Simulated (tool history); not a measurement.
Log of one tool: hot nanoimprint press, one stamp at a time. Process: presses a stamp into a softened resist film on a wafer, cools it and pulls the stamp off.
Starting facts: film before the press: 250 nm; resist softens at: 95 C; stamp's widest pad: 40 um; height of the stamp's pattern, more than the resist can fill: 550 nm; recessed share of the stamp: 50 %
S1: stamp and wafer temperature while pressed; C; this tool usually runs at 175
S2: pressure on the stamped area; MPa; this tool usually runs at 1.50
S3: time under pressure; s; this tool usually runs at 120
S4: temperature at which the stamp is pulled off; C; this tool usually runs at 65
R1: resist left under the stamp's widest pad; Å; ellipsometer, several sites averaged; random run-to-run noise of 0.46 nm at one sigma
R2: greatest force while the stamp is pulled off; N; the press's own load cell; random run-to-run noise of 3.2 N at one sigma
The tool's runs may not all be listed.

run,hour,S1,S2,S3,S4,R1,R2
1,0.0,175,1.50,120,65,1035,169
2,12.1,175,1.50,120,72,1025,168
3,30.5,175,1.50,120,72,1024,157
4,52.7,175,1.50,120,72,1027,160
5,67.0,175,2.17,120,65,832,173
# hour 74.4: plate thermocouple calibrated
6,83.1,175,2.17,120,65,816,178
7,101.7,175,2.17,120,65,809,170
8,114.3,175,2.17,120,65,814,174
9,126.7,175,2.17,120,65,816,175
10,139.8,175,2.17,120,65,821,182
11,153.5,175,2.17,120,65,822,182
12,163.5,175,2.17,120,65,825,189
13,185.4,175,2.17,120,65,827,182
14,196.9,175,1.50,120,65,1015,187
# hour 216.7: stamp cleaned and given a new release coat
15,225.0,175,1.50,120,65,1011,153
16,245.5,179,1.17,88,64,1181,156
17,260.2,175,1.59,120,70,990,151
18,273.6,175,1.59,120,70,986,152
19,288.7,175,1.59,120,70,976,150
20,312.0,172,1.72,64,55,1240,178
21,328.9,172,1.72,64,55,1243,175
22,342.7,172,1.72,64,55,1243,172
23,358.2,175,1.06,120,65,1254,168
24,374.3,175,1.06,120,65,1234,170
25,392.1,175,1.06,97,65,1320,174
26,408.5,175,1.06,97,67,1327,168
27,421.6,175,1.06,97,67,1331,165
28,436.2,175,1.06,97,67,1337,169
29,452.6,175,1.06,97,67,1331,173

Predict each of these 3 candidate next runs independently; none follows another, all start after run 29:
A,469.6,175,1.53,166,57,?,?
B,469.6,175,0.99,157,67,?,?
C,469.6,175,1.06,181,51,?,?

run,R1,R2
A,912,189
B,1190,169
C,1099,204
Had the tool no hidden state, the same runs would have come out as:
run,R1,R2
A,887,162
B,1166,145
C,1076,175
